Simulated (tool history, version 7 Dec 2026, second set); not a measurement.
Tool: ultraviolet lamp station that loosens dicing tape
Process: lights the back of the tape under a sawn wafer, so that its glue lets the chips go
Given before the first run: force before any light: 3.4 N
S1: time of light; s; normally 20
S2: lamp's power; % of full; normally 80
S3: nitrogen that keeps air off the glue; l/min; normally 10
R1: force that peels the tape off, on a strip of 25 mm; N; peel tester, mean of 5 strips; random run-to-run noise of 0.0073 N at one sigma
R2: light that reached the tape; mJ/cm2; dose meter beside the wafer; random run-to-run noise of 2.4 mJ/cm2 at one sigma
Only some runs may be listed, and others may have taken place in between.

run,hour,S1,S2,S3,R1,R2
1,0,20,80,10,0.337,221
2,33.4,20,80,3,0.776,216
3,55.5,20,80,3,0.809,214
4,84.8,20,80,3,0.83,212
5,119,17,80,10,0.498,175
6,151,28,80,10,0.199,283
7,175.3,28,80,10,0.209,284
8,195.1,20,80,19,0.256,198
9,221.1,20,80,19,0.255,197
10,245.3,20,80,19,0.271,194
11,280.3,20,80,19,0.282,191
12,300.7,20,80,19,0.294,189
13,317.5,20,80,19,0.286,190
14,337.7,20,80,19,0.296,189
15,356.4,20,84,19,0.265,198
16,380.4,16,96,5,0.786,180
17,418.1,16,96,5,0.811,178
# hour 430.3: window cleaned of glue's vapour
18,449.6,16,66,7,0.873,143
19,479.2,16,66,7,0.849,138
20,509.2,33,80,4,0.299,340
21,534.4,33,87,9,0.147,367

Predict each of these 5 candidate next runs independently; none follows another, all start after run 21:
A,563.9,17,87,9,?,?
B,563.9,13,87,9,?,?
C,563.9,14,87,5,?,?
D,563.9,12,79,15,?,?
E,563.9,20,80,15,?,?

run,R1,R2
A,0.479,190
B,0.766,143
C,0.948,159
D,0.713,121
E,0.297,200
Take away the tool's hidden state, keep each run's random variation, and the runs would have read:
run,R1,R2
A,0.334,232
B,0.565,175
C,0.724,193
D,0.521,148
E,0.205,245
